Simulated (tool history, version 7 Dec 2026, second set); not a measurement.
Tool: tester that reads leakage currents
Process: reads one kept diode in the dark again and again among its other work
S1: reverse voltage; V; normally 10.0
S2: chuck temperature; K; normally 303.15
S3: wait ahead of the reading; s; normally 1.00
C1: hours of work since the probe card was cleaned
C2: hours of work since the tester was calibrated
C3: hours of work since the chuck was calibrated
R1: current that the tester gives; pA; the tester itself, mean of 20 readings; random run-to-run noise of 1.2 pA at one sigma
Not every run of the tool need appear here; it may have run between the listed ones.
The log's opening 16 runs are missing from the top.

{"run": 17, "hour": 549.4, "S1": 10.0, "S2": 323.15, "S3": 1.0, "C1": 2273, "C2": 1525, "C3": 1232, "R1": 1822.72}
{"hour": 555.2, "done": "chuck's temperature calibrated"}
{"run": 18, "hour": 574.3, "S1": 10.0, "S2": 323.15, "S3": 1.0, "C1": 2288, "C2": 1539, "C3": 12, "R1": 1816.61}
{"run": 19, "hour": 593.6, "S1": 10.0, "S2": 303.15, "S3": 1.0, "C1": 2300, "C2": 1552, "C3": 25, "R1": 384.95}
{"run": 20, "hour": 623.1, "S1": 10.0, "S2": 303.15, "S3": 1.0, "C1": 2319, "C2": 1571, "C3": 44, "R1": 385.94}
{"run": 21, "hour": 658.9, "S1": 9.4, "S2": 296.15, "S3": 2.92, "C1": 2342, "C2": 1594, "C3": 67, "R1": 204.94}
{"run": 22, "hour": 684.4, "S1": 9.4, "S2": 296.15, "S3": 2.92, "C1": 2359, "C2": 1610, "C3": 83, "R1": 204.58}
{"run": 23, "hour": 724.1, "S1": 10.0, "S2": 320.15, "S3": 1.0, "C1": 2384, "C2": 1635, "C3": 108, "R1": 1459.49}
{"run": 24, "hour": 747.4, "S1": 10.0, "S2": 308.15, "S3": 1.0, "C1": 2399, "C2": 1650, "C3": 123, "R1": 580.8}
{"run": 25, "hour": 772.8, "S1": 2.6, "S2": 308.15, "S3": 0.85, "C1": 2415, "C2": 1667, "C3": 140, "R1": 283.12}
{"run": 26, "hour": 800.8, "S1": 1.3, "S2": 307.15, "S3": 1.0, "C1": 2433, "C2": 1685, "C3": 158, "R1": 179.99}
{"run": 27, "hour": 846.0, "S1": 1.4, "S2": 294.15, "S3": 1.0, "C1": 2462, "C2": 1714, "C3": 187, "R1": 62.75}
{"run": 28, "hour": 866.7, "S1": 1.4, "S2": 294.15, "S3": 1.0, "C1": 2476, "C2": 1727, "C3": 200, "R1": 62.67}
{"run": 29, "hour": 891.0, "S1": 1.4, "S2": 294.15, "S3": 1.0, "C1": 2491, "C2": 1742, "C3": 215, "R1": 62.77}
{"run": 30, "hour": 929.4, "S1": 1.1, "S2": 310.15, "S3": 6.02, "C1": 2516, "C2": 1767, "C3": 240, "R1": 209.55}
{"run": 31, "hour": 956.5, "S1": 1.1, "S2": 310.15, "S3": 6.02, "C1": 2533, "C2": 1784, "C3": 257, "R1": 210.18}
{"run": 32, "hour": 978.5, "S1": 9.0, "S2": 303.15, "S3": 5.08, "C1": 2547, "C2": 1799, "C3": 272, "R1": 362.78}
{"run": 33, "hour": 997.6, "S1": 9.0, "S2": 303.15, "S3": 5.08, "C1": 2560, "C2": 1811, "C3": 284, "R1": 362.32}

Expected results for the next run?
{"run": 34, "hour": 1018.1, "S1": 6.1, "S2": 316.15, "S3": 0.31, "C1": 2573, "C2": 1824, "C3": 297, "R1": "?"}

R1: 835.46 pA
Take away the tool's hidden state, keep the run-to-run variation as it was, and the same run would have given R1 835.03 pA.
